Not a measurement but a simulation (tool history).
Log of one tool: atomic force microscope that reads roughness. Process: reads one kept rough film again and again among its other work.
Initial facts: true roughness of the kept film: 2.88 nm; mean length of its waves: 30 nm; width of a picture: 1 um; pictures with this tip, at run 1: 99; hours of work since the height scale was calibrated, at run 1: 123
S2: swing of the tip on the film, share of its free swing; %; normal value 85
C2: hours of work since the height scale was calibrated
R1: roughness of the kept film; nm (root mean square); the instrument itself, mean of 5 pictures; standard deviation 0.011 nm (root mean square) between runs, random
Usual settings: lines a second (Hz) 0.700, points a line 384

{"run": 1, "hour": 0.0, "lines a second (Hz)": 0.7, "S2": 85, "points a line": 384, "pictures with this tip": 99, "C2": 123, "R1": 2.254}
{"run": 2, "hour": 12.1, "lines a second (Hz)": 0.919, "S2": 85, "points a line": 384, "pictures with this tip": 109, "C2": 127, "R1": 2.198}
{"run": 3, "hour": 20.1, "lines a second (Hz)": 0.919, "S2": 85, "points a line": 384, "pictures with this tip": 116, "C2": 131, "R1": 2.183}
{"run": 4, "hour": 33.3, "lines a second (Hz)": 0.7, "S2": 82, "points a line": 384, "pictures with this tip": 127, "C2": 136, "R1": 2.214}
{"run": 5, "hour": 46.3, "lines a second (Hz)": 1.301, "S2": 85, "points a line": 384, "pictures with this tip": 137, "C2": 141, "R1": 2.061}
{"run": 6, "hour": 52.9, "lines a second (Hz)": 1.301, "S2": 85, "points a line": 384, "pictures with this tip": 142, "C2": 144, "R1": 2.061}
{"run": 7, "hour": 65.4, "lines a second (Hz)": 1.301, "S2": 85, "points a line": 384, "pictures with this tip": 153, "C2": 149, "R1": 2.047}
{"run": 8, "hour": 78.4, "lines a second (Hz)": 1.301, "S2": 85, "points a line": 384, "pictures with this tip": 163, "C2": 154, "R1": 2.037}
{"hour": 81.4, "done": "new tip fitted"}
{"run": 9, "hour": 90.1, "lines a second (Hz)": 0.7, "S2": 85, "points a line": 381, "pictures with this tip": 7, "C2": 159, "R1": 2.45}
{"run": 10, "hour": 100.6, "lines a second (Hz)": 0.7, "S2": 85, "points a line": 381, "pictures with this tip": 16, "C2": 163, "R1": 2.423}
{"run": 11, "hour": 110.0, "lines a second (Hz)": 0.7, "S2": 85, "points a line": 381, "pictures with this tip": 24, "C2": 167, "R1": 2.417}
{"run": 12, "hour": 115.7, "lines a second (Hz)": 0.574, "S2": 85, "points a line": 384, "pictures with this tip": 28, "C2": 169, "R1": 2.428}
{"run": 13, "hour": 127.5, "lines a second (Hz)": 0.574, "S2": 85, "points a line": 384, "pictures with this tip": 38, "C2": 174, "R1": 2.397}
{"run": 14, "hour": 139.9, "lines a second (Hz)": 0.574, "S2": 85, "points a line": 384, "pictures with this tip": 48, "C2": 179, "R1": 2.388}
{"run": 15, "hour": 150.2, "lines a second (Hz)": 0.574, "S2": 85, "points a line": 384, "pictures with this tip": 57, "C2": 183, "R1": 2.362}
{"run": 16, "hour": 157.7, "lines a second (Hz)": 0.574, "S2": 85, "points a line": 384, "pictures with this tip": 63, "C2": 186, "R1": 2.348}
{"run": 17, "hour": 168.1, "lines a second (Hz)": 1.87, "S2": 85, "points a line": 384, "pictures with this tip": 71, "C2": 191, "R1": 2.129}
{"run": 18, "hour": 173.7, "lines a second (Hz)": 1.87, "S2": 85, "points a line": 384, "pictures with this tip": 76, "C2": 193, "R1": 2.122}
{"run": 19, "hour": 179.3, "lines a second (Hz)": 1.87, "S2": 85, "points a line": 384, "pictures with this tip": 80, "C2": 195, "R1": 2.115}
{"run": 20, "hour": 192.4, "lines a second (Hz)": 2.158, "S2": 79, "points a line": 384, "pictures with this tip": 91, "C2": 200, "R1": 2.126}
{"run": 21, "hour": 202.5, "lines a second (Hz)": 0.954, "S2": 79, "points a line": 438, "pictures with this tip": 99, "C2": 204, "R1": 2.239}
{"run": 22, "hour": 210.0, "lines a second (Hz)": 0.954, "S2": 79, "points a line": 438, "pictures with this tip": 105, "C2": 208, "R1": 2.242}
{"run": 23, "hour": 220.7, "lines a second (Hz)": 1.625, "S2": 61, "points a line": 521, "pictures with this tip": 114, "C2": 212, "R1": 2.284}
{"run": 24, "hour": 233.0, "lines a second (Hz)": 0.7, "S2": 88, "points a line": 612, "pictures with this tip": 124, "C2": 217, "R1": 2.189}
{"run": 25, "hour": 238.5, "lines a second (Hz)": 2.853, "S2": 90, "points a line": 384, "pictures with this tip": 129, "C2": 219, "R1": 1.818}
{"run": 26, "hour": 247.3, "lines a second (Hz)": 0.982, "S2": 90, "points a line": 415, "pictures with this tip": 136, "C2": 223, "R1": 2.099}
{"run": 27, "hour": 257.7, "lines a second (Hz)": 0.982, "S2": 73, "points a line": 514, "pictures with this tip": 144, "C2": 227, "R1": 2.199}
{"run": 28, "hour": 267.2, "lines a second (Hz)": 0.7, "S2": 85, "points a line": 512, "pictures with this tip": 152, "C2": 231, "R1": 2.158}
{"run": 29, "hour": 280.1, "lines a second (Hz)": 0.87, "S2": 71, "points a line": 821, "pictures with this tip": 163, "C2": 236, "R1": 2.184}
{"hour": 283.7, "done": "new tip fitted"}
{"run": 30, "hour": 290.5, "lines a second (Hz)": 2.543, "S2": 84, "points a line": 605, "pictures with this tip": 6, "C2": 240, "R1": 2.214}
{"run": 31, "hour": 301.3, "lines a second (Hz)": 2.543, "S2": 70, "points a line": 605, "pictures with this tip": 14, "C2": 244, "R1": 2.38}
{"run": 32, "hour": 313.3, "lines a second (Hz)": 0.715, "S2": 80, "points a line": 384, "pictures with this tip": 24, "C2": 249, "R1": 2.471}
{"run": 33, "hour": 323.4, "lines a second (Hz)": 0.715, "S2": 80, "points a line": 384, "pictures with this tip": 32, "C2": 253, "R1": 2.427}
{"run": 34, "hour": 330.2, "lines a second (Hz)": 0.715, "S2": 59, "points a line": 324, "pictures with this tip": 38, "C2": 256, "R1": 2.497}

Some steps in R1 between neighbouring runs. How much of each would the tool show without its hidden state too (settings, what came in, random variation), and how much is left for the hidden state, with any gauge scatter that isn't in both results?
What the log doesn't record here: radius of the tip, nm; height scale over the true one, %; drift of the gauge itself on roughness_nm, %.
Run 8 -> 9: lines a second (Hz) 1.301 -> 0.700, points a line 384 -> 381, new tip fitted. R1 +0.413 nm (root mean square): hidden state +0.315, all else +0.098.
Run 24 -> 25: lines a second (Hz) 0.700 -> 2.853, S2 88 -> 90, points a line 612 -> 384. R1 -0.371 nm (root mean square): hidden state +0.040, all else -0.411.
Run 25 -> 26: lines a second (Hz) 2.853 -> 0.982, points a line 384 -> 415. R1 +0.281 nm (root mean square): hidden state -0.053, all else +0.334.
Run 29 -> 30: lines a second (Hz) 0.870 -> 2.543, S2 71 -> 84, points a line 821 -> 605, new tip fitted. R1 +0.030 nm (root mean square): hidden state +0.357, all else -0.327.
